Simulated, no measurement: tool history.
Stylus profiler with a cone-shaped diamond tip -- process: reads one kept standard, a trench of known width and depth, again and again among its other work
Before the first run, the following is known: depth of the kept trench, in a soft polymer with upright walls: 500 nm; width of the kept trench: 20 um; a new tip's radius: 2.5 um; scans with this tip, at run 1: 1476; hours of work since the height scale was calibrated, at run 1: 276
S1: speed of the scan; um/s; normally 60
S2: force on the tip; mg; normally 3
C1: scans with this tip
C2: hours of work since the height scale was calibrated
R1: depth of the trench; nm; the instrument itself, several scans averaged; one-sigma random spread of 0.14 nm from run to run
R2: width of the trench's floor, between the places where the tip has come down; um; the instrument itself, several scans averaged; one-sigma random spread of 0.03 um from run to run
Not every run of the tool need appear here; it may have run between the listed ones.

{"run": 1, "day": 0.0, "S1": 60, "S2": 3, "C1": 1476, "C2": 276, "R1": 510.12, "R2": 16.81}
{"run": 2, "day": 0.588, "S1": 60, "S2": 3, "C1": 1514, "C2": 283, "R1": 510.15, "R2": 16.81}
{"run": 3, "day": 0.983, "S1": 60, "S2": 3, "C1": 1540, "C2": 288, "R1": 510.61, "R2": 16.81}
{"run": 4, "day": 1.608, "S1": 60, "S2": 3, "C1": 1581, "C2": 295, "R1": 510.2, "R2": 16.83}
{"run": 5, "day": 2.017, "S1": 60, "S2": 3, "C1": 1607, "C2": 300, "R1": 510.09, "R2": 16.81}
{"run": 6, "day": 2.35, "S1": 60, "S2": 3, "C1": 1629, "C2": 304, "R1": 510.33, "R2": 16.82}
{"run": 7, "day": 2.962, "S1": 60, "S2": 3, "C1": 1669, "C2": 312, "R1": 510.34, "R2": 16.79}
{"run": 8, "day": 3.512, "S1": 27, "S2": 3, "C1": 1705, "C2": 318, "R1": 510.32, "R2": 16.82}
{"run": 9, "day": 3.879, "S1": 27, "S2": 3, "C1": 1729, "C2": 323, "R1": 510.24, "R2": 16.85}
{"run": 10, "day": 4.171, "S1": 27, "S2": 4.12, "C1": 1748, "C2": 326, "R1": 512.58, "R2": 16.83}
{"run": 11, "day": 4.575, "S1": 35, "S2": 1.51, "C1": 1774, "C2": 331, "R1": 506.93, "R2": 16.75}
{"run": 12, "day": 5.042, "S1": 85, "S2": 8.87, "C1": 1805, "C2": 337, "R1": 520.57, "R2": 16.68}
{"run": 13, "day": 5.662, "S1": 117, "S2": 1, "C1": 1845, "C2": 345, "R1": 505.67, "R2": 16.57}
{"run": 14, "day": 6.017, "S1": 35, "S2": 2.56, "C1": 1868, "C2": 349, "R1": 509.4, "R2": 16.82}
{"run": 15, "day": 6.612, "S1": 199, "S2": 2.16, "C1": 1907, "C2": 356, "R1": 508.6, "R2": 16.47}
{"run": 16, "day": 7.221, "S1": 199, "S2": 2.16, "C1": 1947, "C2": 364, "R1": 508.69, "R2": 16.55}
{"run": 17, "day": 7.579, "S1": 16, "S2": 1.14, "C1": 1970, "C2": 368, "R1": 505.76, "R2": 16.85}
{"run": 18, "day": 8.104, "S1": 60, "S2": 1.19, "C1": 2004, "C2": 374, "R1": 506.1, "R2": 16.69}
{"run": 19, "day": 8.575, "S1": 239, "S2": 2.3, "C1": 2035, "C2": 380, "R1": 509.15, "R2": 16.43}

Selected run-to-run steps in R1, each split into two signed amounts: the part the tool would show with no hidden state at all (from settings, incoming material and random variation), and the remainder, which goes to the hidden state together with any gauge scatter not common to the measured and the hidden-state-free results:
Hidden conditions of the tool in this case: radius of the tip, um; height scale over the true one, %; drift of the gauge itself on depth_nm, %; drift of the gauge itself on floor_um, %.
Run 11 -> 12: S1 35 -> 85, S2 1.51 -> 8.87. R1 +13.64 nm: hidden state +0.05, all else +13.59.
Run 12 -> 13: S1 85 -> 117, S2 8.87 -> 1. R1 -14.9 nm: hidden state -0.01, all else -14.89.

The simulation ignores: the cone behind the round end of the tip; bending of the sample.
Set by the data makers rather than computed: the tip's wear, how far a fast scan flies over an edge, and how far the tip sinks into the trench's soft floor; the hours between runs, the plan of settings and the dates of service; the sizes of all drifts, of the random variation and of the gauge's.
